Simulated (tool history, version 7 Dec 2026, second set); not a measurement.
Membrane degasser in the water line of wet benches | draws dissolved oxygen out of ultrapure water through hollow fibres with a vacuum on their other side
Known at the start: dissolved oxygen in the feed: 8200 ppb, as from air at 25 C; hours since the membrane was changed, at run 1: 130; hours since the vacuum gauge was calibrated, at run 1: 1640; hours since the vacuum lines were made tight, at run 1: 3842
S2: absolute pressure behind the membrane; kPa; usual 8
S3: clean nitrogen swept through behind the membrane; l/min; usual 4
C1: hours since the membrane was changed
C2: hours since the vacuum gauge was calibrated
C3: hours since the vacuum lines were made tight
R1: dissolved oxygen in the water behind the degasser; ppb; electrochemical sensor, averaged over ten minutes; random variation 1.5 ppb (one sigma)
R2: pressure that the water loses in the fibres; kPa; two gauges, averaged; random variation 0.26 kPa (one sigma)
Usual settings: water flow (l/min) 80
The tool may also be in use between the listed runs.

run 1 day=0 | water_flow_(l/min)=80 S2=8 S3=4 | C1=130 C2=1640 C3=3842 | R1=208.9 R2=69.5
run 2 day=3.479 | water_flow_(l/min)=80 S2=8 S3=4 | C1=213 C2=1723 C3=3926 | R1=212.9 R2=69.61
run 3 day=6.662 | water_flow_(l/min)=80 S2=8 S3=4 | C1=289 C2=1799 C3=4002 | R1=213.1 R2=69.94
run 4 day=10.412 | water_flow_(l/min)=80 S2=8 S3=4 | C1=379 C2=1889 C3=4092 | R1=213.6 R2=70.43
run 5 day=12.804 | water_flow_(l/min)=80 S2=8 S3=4 | C1=437 C2=1947 C3=4149 | R1=212.7 R2=70.02
run 6 day=15.871 | water_flow_(l/min)=80 S2=8 S3=4 | C1=510 C2=2020 C3=4223 | R1=215.4 R2=70.03
run 7 day=19.283 | water_flow_(l/min)=80 S2=8 S3=4 | C1=592 C2=2102 C3=4305 | R1=214.2 R2=69.82
run 8 day=21.592 | water_flow_(l/min)=80 S2=8 S3=4 | C1=648 C2=2158 C3=4360 | R1=209.5 R2=70.14
run 9 day=23.946 | water_flow_(l/min)=80 S2=8 S3=2.22 | C1=704 C2=2214 C3=4417 | R1=342.7 R2=70.06
run 10 day=27.475 | water_flow_(l/min)=80 S2=8 S3=2.22 | C1=789 C2=2299 C3=4502 | R1=344.5 R2=70.43
run 11 day=31.283 | water_flow_(l/min)=80 S2=8 S3=2.22 | C1=880 C2=2390 C3=4593 | R1=344.4 R2=70.37
run 12 day=33.212 | water_flow_(l/min)=80 S2=8 S3=2.22 | C1=927 C2=2437 C3=4639 | R1=344 R2=70.32
run 13 day=35.538 | water_flow_(l/min)=80 S2=8 S3=4 | C1=982 C2=2492 C3=4695 | R1=213.3 R2=70.59
run 14 day=38.188 | water_flow_(l/min)=84 S2=8 S3=4 | C1=1046 C2=2556 C3=4759 | R1=219.5 R2=74.17
run 15 day=42.108 | water_flow_(l/min)=80 S2=8 S3=4 | C1=1140 C2=2650 C3=4853 | R1=210.9 R2=70.52
run 16 day=46.129 | water_flow_(l/min)=80 S2=8 S3=4 | C1=1237 C2=2747 C3=4949 | R1=210.7 R2=71.14
run 17 day=48.079 | water_flow_(l/min)=80 S2=7.54 S3=1.75 | C1=1283 C2=2793 C3=4996 | R1=375.5 R2=70.55
run 18 day=51.546 | water_flow_(l/min)=104 S2=7.54 S3=3 | C1=1367 C2=2877 C3=5079 | R1=307.6 R2=92.02
run 19 day=55.125 | water_flow_(l/min)=80 S2=9.77 S3=9.21 | C1=1453 C2=2963 C3=5165 | R1=136.1 R2=70.05
run 20 day=57.229 | water_flow_(l/min)=80 S2=9.77 S3=9.21 | C1=1503 C2=3013 C3=5216 | R1=133.9 R2=71.05
run 21 day=60.304 | water_flow_(l/min)=80 S2=9.77 S3=9.21 | C1=1577 C2=3087 C3=5289 | R1=135.5 R2=70.85
run 22 day=63.704 | water_flow_(l/min)=58 S2=7.63 S3=4.2 | C1=1658 C2=3168 C3=5371 | R1=139.9 R2=51.82
run 23 day=65.488 | water_flow_(l/min)=58 S2=7.63 S3=4.2 | C1=1701 C2=3211 C3=5414 | R1=141.6 R2=51.51
run 24 day=68.046 | water_flow_(l/min)=58 S2=7.63 S3=4.2 | C1=1763 C2=3273 C3=5475 | R1=139.9 R2=51.64
run 25 day=70.446 | water_flow_(l/min)=51 S2=6.21 S3=4 | C1=1820 C2=3330 C3=5533 | R1=88.7 R2=45.39
run 26 day=73.958 | water_flow_(l/min)=92 S2=6.17 S3=4.38 | C1=1905 C2=3415 C3=5617 | R1=142 R2=81.6
run 27 day=76.733 | water_flow_(l/min)=92 S2=18.67 S3=1.69 | C1=1971 C2=3481 C3=5684 | R1=1369.2 R2=81.67
run 28 day=80.362 | water_flow_(l/min)=80 S2=18.47 S3=4 | C1=2058 C2=3568 C3=5771 | R1=636.9 R2=71.84
run 29 day=83.5 | water_flow_(l/min)=71 S2=5.84 S3=11.27 | C1=2134 C2=3644 C3=5846 | R1=40.5 R2=63.37
run 30 day=86.671 | water_flow_(l/min)=71 S2=5.84 S3=11.27 | C1=2210 C2=3720 C3=5922 | R1=41.1 R2=63.5
run 31 day=89.033 | water_flow_(l/min)=71 S2=5.84 S3=11.27 | C1=2266 C2=3776 C3=5979 | R1=41.8 R2=63.44
run 32 day=91.117 | water_flow_(l/min)=100 S2=11.02 S3=9.49 | C1=2316 C2=3826 C3=6029 | R1=195.5 R2=89.56

4 ways to go on from here, each from the tool as it stands after run 32. What would each give?
run A day=92.933 | water_flow_(l/min)=49 S2=11.02 S3=9.49 | C1=2360 C2=3870 C3=6073 | R1=? R2=?
run B day=92.933 | water_flow_(l/min)=80 S2=8 S3=2.66 | C1=2360 C2=3870 C3=6073 | R1=? R2=?
run C day=92.933 | water_flow_(l/min)=67 S2=8 S3=7.54 | C1=2360 C2=3870 C3=6073 | R1=? R2=?
run D day=92.933 | water_flow_(l/min)=71 S2=19.09 S3=2.28 | C1=2360 C2=3870 C3=6073 | R1=? R2=?

run=A R1=97.8 R2=43.63
run=B R1=298.4 R2=71.34
run=C R1=100.8 R2=59.76
run=D R1=934.6 R2=63.15
Without the tool's hidden state the same runs would have given:
run=A R1=97.6 R2=42.62
run=B R1=297.8 R2=69.7
run=C R1=100.5 R2=58.38
run=D R1=933.9 R2=61.69

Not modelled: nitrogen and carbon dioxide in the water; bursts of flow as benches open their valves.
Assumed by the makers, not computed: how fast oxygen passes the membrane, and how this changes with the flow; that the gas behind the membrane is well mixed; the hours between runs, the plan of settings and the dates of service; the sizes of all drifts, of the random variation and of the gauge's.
